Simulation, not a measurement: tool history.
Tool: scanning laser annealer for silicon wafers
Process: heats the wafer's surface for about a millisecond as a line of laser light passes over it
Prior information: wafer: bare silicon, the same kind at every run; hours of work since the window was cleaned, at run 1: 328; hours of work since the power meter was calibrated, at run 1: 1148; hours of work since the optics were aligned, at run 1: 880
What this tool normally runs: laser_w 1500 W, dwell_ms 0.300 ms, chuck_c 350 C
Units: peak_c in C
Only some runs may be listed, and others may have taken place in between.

run	day	laser_w	dwell_ms	chuck_c	hours of work since the window was cleaned	hours of work since the power meter was calibrated	hours of work since the optics were aligned	peak_c
1	0.000	1500	0.300	350	328	1148	880	1074
2	1.525	1500	0.279	350	346	1166	898	1044
3	3.862	1500	0.279	350	373	1193	925	1046
4	6.658	1399	0.300	350	406	1226	958	1016
5	9.808	1399	0.300	350	443	1263	995	1012
6	11.546	1399	0.300	350	463	1283	1015	1016
# day 12.012: optics aligned, line set to its width
7	15.088	1399	0.300	350	502	1322	36	1020
8	17.042	1399	0.300	350	525	1345	59	1020
9	20.133	1399	0.300	350	561	1381	95	1020
10	23.412	1399	0.300	350	599	1419	133	1018
11	26.488	1461	0.300	350	635	1455	169	1054
12	29.571	1461	0.300	350	671	1491	205	1053
13	32.654	1461	0.300	350	707	1527	241	1043
14	35.300	1500	0.300	312	738	1558	272	1029
15	38.271	1500	0.300	312	773	1593	307	1029
16	40.708	1306	0.300	312	802	1622	335	919
17	43.317	1306	0.300	312	832	1652	366	922
18	45.675	1500	0.300	312	860	1680	394	1024
# day 45.933: laser's power meter calibrated
# day 47.121: window over the wafer cleaned
19	48.575	1500	0.300	312	17	30	425	1048
20	51.875	1500	0.300	350	56	68	464	1084
# day 53.562: laser's power meter calibrated, once more
21	54.875	1500	0.300	350	89	15	497	1091
22	58.200	1549	0.300	329	128	54	536	1093
23	60.412	1549	0.222	350	154	80	562	994
24	62.675	1549	0.222	350	180	107	588	997
25	65.508	1549	0.222	350	214	140	622	998
26	68.750	1549	0.214	317	251	178	659	947
27	71.212	1549	0.214	362	280	206	688	989
28	74.300	1549	0.214	362	316	242	724	987
29	75.946	1549	0.214	362	336	262	744	987
30	78.625	1500	0.236	333	367	293	775	970
31	80.517	1385	0.317	333	389	315	797	1014
32	82.567	1385	0.317	333	413	339	821	1014
33	84.192	1500	0.290	350	432	358	840	1061
34	85.904	1390	0.300	314	452	378	860	978
35	88.779	1438	0.300	350	486	412	894	1036
36	90.875	1481	0.300	350	510	436	918	1058
37	93.675	1376	0.300	350	543	469	951	999
38	95.275	1376	0.355	350	561	488	969	1063
39	96.908	1544	0.290	320	581	507	989	1047

4 options for the next run, each taken on its own from the tool as it stands now. Forecast them:
# day 99.525: optics aligned, line set to its width
A	99.775	1463	0.222	320	612	538	3	?
# day 99.525: optics aligned, line set to its width
B	99.775	1500	0.369	365	612	538	3	?
# day 99.525: optics aligned, line set to its width
C	99.775	1588	0.214	322	612	538	3	?
# day 99.525: optics aligned, line set to its width
D	99.775	1500	0.294	350	612	538	3	?

run	peak_c
A	916
B	1179
C	964
D	1064
The same runs, with their run-to-run variation unchanged, on a tool lacking any hidden condition would have given:
run	peak_c
A	940
B	1211
C	989
D	1093
